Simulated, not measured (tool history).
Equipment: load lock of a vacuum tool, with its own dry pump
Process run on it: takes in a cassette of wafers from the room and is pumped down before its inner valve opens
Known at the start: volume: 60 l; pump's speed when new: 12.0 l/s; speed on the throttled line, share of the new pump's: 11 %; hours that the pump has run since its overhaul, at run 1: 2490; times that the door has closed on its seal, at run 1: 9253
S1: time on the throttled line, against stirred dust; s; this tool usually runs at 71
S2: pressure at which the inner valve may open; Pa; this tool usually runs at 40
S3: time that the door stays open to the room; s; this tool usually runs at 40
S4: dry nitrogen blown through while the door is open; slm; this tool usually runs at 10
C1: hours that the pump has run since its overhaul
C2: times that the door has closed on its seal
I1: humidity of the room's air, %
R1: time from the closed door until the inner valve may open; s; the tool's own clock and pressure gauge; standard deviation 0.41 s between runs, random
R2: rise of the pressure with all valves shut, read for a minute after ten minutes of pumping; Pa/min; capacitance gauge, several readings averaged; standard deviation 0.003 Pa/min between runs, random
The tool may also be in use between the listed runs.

run 1 hour=0 | S1=71 S2=40 S3=40 S4=10 | C1=2490 C2=9253 | I1=45.5 | R1=104 R2=0.114
run 2 hour=121.3 | S1=71 S2=40 S3=40 S4=10 | C1=2611 C2=9407 | I1=42.9 | R1=103.1 R2=0.122
run 3 hour=204.4 | S1=71 S2=40 S3=40 S4=10 | C1=2695 C2=9513 | I1=42.5 | R1=103.8 R2=0.117
run 4 hour=335.8 | S1=71 S2=40 S3=61 S4=10 | C1=2826 C2=9680 | I1=40.2 | R1=103.5 R2=0.133
run 5 hour=431.2 | S1=71 S2=40 S3=61 S4=10 | C1=2921 C2=9801 | I1=43.2 | R1=103.1 R2=0.127
run 6 hour=550.2 | S1=71 S2=40 S3=40 S4=25 | C1=3040 C2=9953 | I1=37.7 | R1=104.2 R2=0.117
run 7 hour=622 | S1=71 S2=40 S3=40 S4=25 | C1=3112 C2=10044 | I1=47.2 | R1=104.2 R2=0.113
run 8 hour=744.9 | S1=71 S2=45 S3=40 S4=10 | C1=3235 C2=10200 | I1=43.6 | R1=102.6 R2=0.13
run 9 hour=816.6 | S1=71 S2=40 S3=40 S4=10 | C1=3307 C2=10292 | I1=42.8 | R1=103.4 R2=0.13
run 10 hour=942.7 | S1=71 S2=40 S3=40 S4=10 | C1=3433 C2=10452 | I1=47.6 | R1=104.1 R2=0.135
run 11 hour=1057.5 | S1=71 S2=40 S3=40 S4=5 | C1=3548 C2=10598 | I1=45.7 | R1=104.1 R2=0.133
run 12 hour=1184.6 | S1=71 S2=40 S3=40 S4=5 | C1=3675 C2=10760 | I1=44.4 | R1=104.1 R2=0.139
run 13 hour=1260.8 | S1=71 S2=40 S3=40 S4=10 | C1=3751 C2=10856 | I1=39.9 | R1=103.7 R2=0.137
run 14 hour=1400.4 | S1=81 S2=40 S3=168 S4=8 | C1=3891 C2=11034 | I1=43.8 | R1=112 R2=0.185
run 15 hour=1497.2 | S1=85 S2=40 S3=168 S4=8 | C1=3987 C2=11157 | I1=43 | R1=116.4 R2=0.183
run 16 hour=1582.7 | S1=71 S2=52 S3=40 S4=7 | C1=4073 C2=11266 | I1=46.5 | R1=102.4 R2=0.148
run 17 hour=1699.3 | S1=71 S2=62 S3=40 S4=5 | C1=4190 C2=11414 | I1=45.8 | R1=101.6 R2=0.152
run 18 hour=1840.3 | S1=39 S2=41 S3=57 S4=5 | C1=4331 C2=11593 | I1=43.7 | R1=75 R2=0.161
run 19 hour=1935.2 | S1=39 S2=41 S3=57 S4=5 | C1=4425 C2=11714 | I1=45.3 | R1=75.2 R2=0.159
run 20 hour=2077.1 | S1=71 S2=40 S3=27 S4=5 | C1=4567 C2=11894 | I1=43.9 | R1=104 R2=0.151
run 21 hour=2147 | S1=71 S2=40 S3=27 S4=5 | C1=4637 C2=11983 | I1=42.4 | R1=104.2 R2=0.149
run 22 hour=2275.1 | S1=44 S2=40 S3=27 S4=13 | C1=4765 C2=12146 | I1=46.8 | R1=80.4 R2=0.146
run 23 hour=2361.4 | S1=44 S2=40 S3=27 S4=13 | C1=4852 C2=12256 | I1=49.7 | R1=80.1 R2=0.146
run 24 hour=2454.9 | S1=71 S2=47 S3=40 S4=10 | C1=4945 C2=12375 | I1=47.6 | R1=103.7 R2=0.165
run 25 hour=2592 | S1=71 S2=47 S3=40 S4=10 | C1=5082 C2=12549 | I1=45.6 | R1=103.7 R2=0.164
run 26 hour=2654.1 | S1=71 S2=47 S3=40 S4=10 | C1=5144 C2=12628 | I1=44.4 | R1=103.2 R2=0.168

For each run, the measured value with the value that run would have given without the tool's hidden condition subtracted. The run-to-run variation is shared by both, the gauge scatter possibly not:
What the log doesn't record here: pump's speed, % of a new pump's; leak at the door's seal, Pa l/s; drift of the gauge itself on ready_s, %; drift of the gauge itself on rise_pa_min, %.
run=1 R1=+0.9 R2=+0.084
run=2 R1=+0.9 R2=+0.087
run=3 R1=+0.9 R2=+0.086
run=4 R1=+0.9 R2=+0.091
run=5 R1=+1 R2=+0.091
run=6 R1=+1 R2=+0.093
run=7 R1=+1.1 R2=+0.095
run=8 R1=+0.9 R2=+0.097
run=9 R1=+1 R2=+0.099
run=10 R1=+1.1 R2=+0.101
run=11 R1=+1.1 R2=+0.1
run=12 R1=+1.1 R2=+0.104
run=13 R1=+1.1 R2=+0.106
run=14 R1=+1.1 R2=+0.107
run=15 R1=+1 R2=+0.11
run=16 R1=+1.1 R2=+0.112
run=17 R1=+1.1 R2=+0.115
run=18 R1=+1.4 R2=+0.117
run=19 R1=+1.4 R2=+0.118
run=20 R1=+1.4 R2=+0.123
run=21 R1=+1.4 R2=+0.123
run=22 R1=+1.4 R2=+0.124
run=23 R1=+1.4 R2=+0.124
run=24 R1=+1.4 R2=+0.13
run=25 R1=+1.4 R2=+0.132
run=26 R1=+1.3 R2=+0.133
